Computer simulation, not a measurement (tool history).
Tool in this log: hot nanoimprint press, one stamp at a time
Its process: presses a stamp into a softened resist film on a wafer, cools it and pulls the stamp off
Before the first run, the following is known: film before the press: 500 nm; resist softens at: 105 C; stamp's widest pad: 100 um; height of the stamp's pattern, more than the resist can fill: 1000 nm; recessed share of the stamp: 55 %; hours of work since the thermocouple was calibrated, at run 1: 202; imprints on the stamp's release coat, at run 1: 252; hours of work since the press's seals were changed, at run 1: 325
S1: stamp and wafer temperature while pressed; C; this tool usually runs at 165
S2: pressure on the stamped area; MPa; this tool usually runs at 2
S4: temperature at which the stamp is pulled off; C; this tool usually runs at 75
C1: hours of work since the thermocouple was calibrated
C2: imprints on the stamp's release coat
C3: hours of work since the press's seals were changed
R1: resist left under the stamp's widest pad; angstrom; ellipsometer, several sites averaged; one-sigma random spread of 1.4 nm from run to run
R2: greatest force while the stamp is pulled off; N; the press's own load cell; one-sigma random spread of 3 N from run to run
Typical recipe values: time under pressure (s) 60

Run 1, hour 0: usual settings; C1 202; C2 252; C3 325. Result: R1 2366 angstrom, R2 149 N.
Run 2, hour 10.1: usual settings; C1 210; C2 290; C3 333. Result: R1 2342 angstrom, R2 148 N.
Run 3, hour 22.5: usual settings; C1 219; C2 336; C3 342. Result: R1 2376 angstrom, R2 151 N.
Run 4, hour 35.3: usual settings but S1 175 C; C1 228; C2 383; C3 351. Result: R1 1663 angstrom, R2 150 N.
Run 5, hour 42: usual settings but S1 175 C; C1 233; C2 408; C3 356. Result: R1 1650 angstrom, R2 149 N.
Run 6, hour 51.2: usual settings but S1 175 C; C1 240; C2 443; C3 363. Result: R1 1651 angstrom, R2 156 N.
Run 7, hour 56.7: usual settings but S1 175 C; C1 244; C2 463; C3 367. Result: R1 1676 angstrom, R2 157 N.
Run 8, hour 63.2: usual settings but S1 162 C; C1 249; C2 487; C3 372. Result: R1 2599 angstrom, R2 152 N.
Run 9, hour 72: usual settings but S1 162 C, S2 2.6 MPa; C1 255; C2 520; C3 378. Result: R1 2317 angstrom, R2 148 N.
Run 10, hour 79.9: usual settings but S1 162 C, S2 2.6 MPa; C1 261; C2 549; C3 384. Result: R1 2346 angstrom, R2 154 N.
Run 11, hour 90.4: usual settings but S1 162 C, S2 2.6 MPa; C1 268; C2 588; C3 392. Result: R1 2326 angstrom, R2 152 N.
Run 12, hour 99.3: usual settings but S1 162 C, S2 2.6 MPa; C1 275; C2 622; C3 398. Result: R1 2319 angstrom, R2 154 N.
Run 13, hour 108: usual settings but S1 162 C, S2 2.6 MPa; C1 281; C2 654; C3 405. Result: R1 2345 angstrom, R2 152 N.
Run 14, hour 121: usual settings but S1 161 C; C1 291; C2 702; C3 414. Result: R1 2735 angstrom, R2 156 N.
Run 15, hour 131.5: usual settings but S4 63 C; C1 299; C2 741; C3 422. Result: R1 2399 angstrom, R2 202 N.
Run 16, hour 137.6: usual settings but time under pressure (s) 77; C1 303; C2 764; C3 426. Result: R1 2182 angstrom, R2 152 N.
Run 17, hour 149: usual settings but time under pressure (s) 77; C1 311; C2 807; C3 435. Result: R1 2219 angstrom, R2 161 N.
Run 18, hour 157.7: usual settings but S1 162 C, time under pressure (s) 66, S4 73 C; C1 318; C2 839; C3 441. Result: R1 2579 angstrom, R2 169 N.
Run 19, hour 167.3: usual settings but S1 172 C, time under pressure (s) 66, S4 83 C; C1 325; C2 875; C3 448. Result: R1 1800 angstrom, R2 130 N.
Run 20, hour 175: usual settings but S1 172 C, S2 1.71 MPa, time under pressure (s) 93, S4 80 C; C1 330; C2 903; C3 454. Result: R1 1733 angstrom, R2 141 N.
At hour 178.9: plate thermocouple calibrated.
Run 21, hour 189.9: usual settings but S1 172 C, S2 1.71 MPa, time under pressure (s) 93, S4 80 C; C1 8; C2 948; C3 462. Result: R1 1748 angstrom, R2 139 N.
Run 22, hour 202.6: usual settings but S1 172 C, S2 1.71 MPa, time under pressure (s) 93, S4 80 C; C1 17; C2 995; C3 472. Result: R1 1762 angstrom, R2 142 N.
Run 23, hour 212: usual settings but S1 172 C, S2 1.71 MPa, time under pressure (s) 93, S4 76 C; C1 24; C2 1030; C3 478. Result: R1 1750 angstrom, R2 155 N.
Run 24, hour 218.4: usual settings but S2 2.61 MPa; C1 29; C2 1054; C3 483. Result: R1 2148 angstrom, R2 162 N.
Run 25, hour 231.5: usual settings but S2 2.61 MPa; C1 38; C2 1102; C3 493. Result: R1 2130 angstrom, R2 162 N.
Run 26, hour 243.6: usual settings but S1 174 C, S2 2.66 MPa, S4 67 C; C1 47; C2 1148; C3 502. Result: R1 1524 angstrom, R2 206 N.
Run 27, hour 249.2: usual settings but S1 174 C, S2 2.66 MPa, S4 67 C; C1 51; C2 1168; C3 506. Result: R1 1529 angstrom, R2 201 N.
At hour 256.1: plate thermocouple calibrated, once more.
Run 28, hour 262: usual settings but S1 171 C, time under pressure (s) 97, S4 60 C; C1 4; C2 1205; C3 513. Result: R1 1520 angstrom, R2 224 N.
Run 29, hour 268.6: usual settings but S1 171 C, S2 2.89 MPa, time under pressure (s) 97, S4 78 C; C1 9; C2 1229; C3 518. Result: R1 1244 angstrom, R2 147 N.
Run 30, hour 275.6: usual settings but S2 2.51 MPa; C1 14; C2 1256; C3 523. Result: R1 2012 angstrom, R2 159 N.

Some steps in R1 between neighbouring runs. How much of each would the tool show without its hidden state too (settings, what came in, random variation), and how much is left for the hidden state, with any gauge scatter that isn't in both results?
The hidden state here: true temperature over the reading, C; pressure that arrives at the usual setting, %; grip of the stamp's worn release coat, % over a new coat's; drift of the gauge itself on residual_nm, %; drift of the gauge itself on pull_off_n, %.
Run 7 -> 8: S1 175 -> 162. R1 +923 angstrom: hidden state +48, all else +875.
Run 18 -> 19: S1 162 -> 172, S4 73 -> 83. R1 -779 angstrom: hidden state -49, all else -730.
Run 23 -> 24: S1 172 -> 165, S2 1.71 -> 2.61, time under pressure (s) 93 -> 60, S4 76 -> 75. R1 +398 angstrom: hidden state +56, all else +342.
Run 25 -> 26: S1 165 -> 174, S2 2.61 -> 2.66, S4 75 -> 67. R1 -606 angstrom: hidden state -57, all else -549.
Run 27 -> 28: S1 174 -> 171, S2 2.66 -> 2, time under pressure (s) 60 -> 97, S4 67 -> 60, plate thermocouple calibrated, once more. R1 -9 angstrom: hidden state -127, all else +118.
Run 29 -> 30: S1 171 -> 165, S2 2.89 -> 2.51, time under pressure (s) 97 -> 60, S4 78 -> 75. R1 +768 angstrom: hidden state +8, all else +760.
